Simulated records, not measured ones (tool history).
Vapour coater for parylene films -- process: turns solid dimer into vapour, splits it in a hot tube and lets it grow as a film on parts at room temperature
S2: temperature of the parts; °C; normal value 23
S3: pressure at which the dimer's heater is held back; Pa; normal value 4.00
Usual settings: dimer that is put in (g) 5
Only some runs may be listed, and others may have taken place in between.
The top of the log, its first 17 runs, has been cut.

run 18 day=13.246 | dimer_that_is_put_in_(g)=3 S2=20 S3=2.67 | thickness_of_the_film_(um)=0.74
run 19 day=13.854 | dimer_that_is_put_in_(g)=3 S2=20 S3=2.67 | thickness_of_the_film_(um)=0.74
run 20 day=14.762 | dimer_that_is_put_in_(g)=4 S2=29 S3=2.25 | thickness_of_the_film_(um)=0.69
run 21 day=15.654 | dimer_that_is_put_in_(g)=4 S2=29 S3=2.25 | thickness_of_the_film_(um)=0.72
run 22 day=16.258 | dimer_that_is_put_in_(g)=5 S2=23 S3=5.69 | thickness_of_the_film_(um)=0.96
run 23 day=17.079 | dimer_that_is_put_in_(g)=5 S2=23 S3=5.69 | thickness_of_the_film_(um)=0.93
-- day=17.421 trap's valve overhauled
run 24 day=18.221 | dimer_that_is_put_in_(g)=5 S2=19 S3=5.69 | thickness_of_the_film_(um)=1.19
run 25 day=19.167 | dimer_that_is_put_in_(g)=5 S2=19 S3=5.69 | thickness_of_the_film_(um)=1.20
run 26 day=19.617 | dimer_that_is_put_in_(g)=5 S2=19 S3=5.69 | thickness_of_the_film_(um)=1.21
run 27 day=20.354 | dimer_that_is_put_in_(g)=6 S2=23 S3=6.27 | thickness_of_the_film_(um)=1.17
run 28 day=21.112 | dimer_that_is_put_in_(g)=6 S2=23 S3=6.27 | thickness_of_the_film_(um)=1.19
run 29 day=21.658 | dimer_that_is_put_in_(g)=3 S2=23 S3=10.93 | thickness_of_the_film_(um)=0.53
run 30 day=22.700 | dimer_that_is_put_in_(g)=5 S2=19 S3=8.89 | thickness_of_the_film_(um)=1.08
run 31 day=23.196 | dimer_that_is_put_in_(g)=2 S2=23 S3=2.40 | thickness_of_the_film_(um)=0.43
run 32 day=24.138 | dimer_that_is_put_in_(g)=2 S2=23 S3=2.40 | thickness_of_the_film_(um)=0.45
run 33 day=24.600 | dimer_that_is_put_in_(g)=2 S2=19 S3=9.58 | thickness_of_the_film_(um)=0.44

5 ways to go on from here, each from the tool as it stands after run 33. What would each give?
run A day=25.121 | dimer_that_is_put_in_(g)=3 S2=26 S3=2.52 | thickness_of_the_film_(um)=?
run B day=25.121 | dimer_that_is_put_in_(g)=5 S2=18 S3=4.47 | thickness_of_the_film_(um)=?
run C day=25.121 | dimer_that_is_put_in_(g)=2 S2=19 S3=10.82 | thickness_of_the_film_(um)=?
run D day=25.121 | dimer_that_is_put_in_(g)=2 S2=33 S3=9.58 | thickness_of_the_film_(um)=?
run E day=25.121 | dimer_that_is_put_in_(g)=5 S2=23 S3=3.71 | thickness_of_the_film_(um)=?

run=A thickness_of_the_film_(um)=0.57
run=B thickness_of_the_film_(um)=1.21
run=C thickness_of_the_film_(um)=0.41
run=D thickness_of_the_film_(um)=0.22
run=E thickness_of_the_film_(um)=1.02
What these runs would have given with no unlogged condition in the tool:
run=A thickness_of_the_film_(um)=0.61
run=B thickness_of_the_film_(um)=1.29
run=C thickness_of_the_film_(um)=0.44
run=D thickness_of_the_film_(um)=0.24
run=E thickness_of_the_film_(um)=1.09

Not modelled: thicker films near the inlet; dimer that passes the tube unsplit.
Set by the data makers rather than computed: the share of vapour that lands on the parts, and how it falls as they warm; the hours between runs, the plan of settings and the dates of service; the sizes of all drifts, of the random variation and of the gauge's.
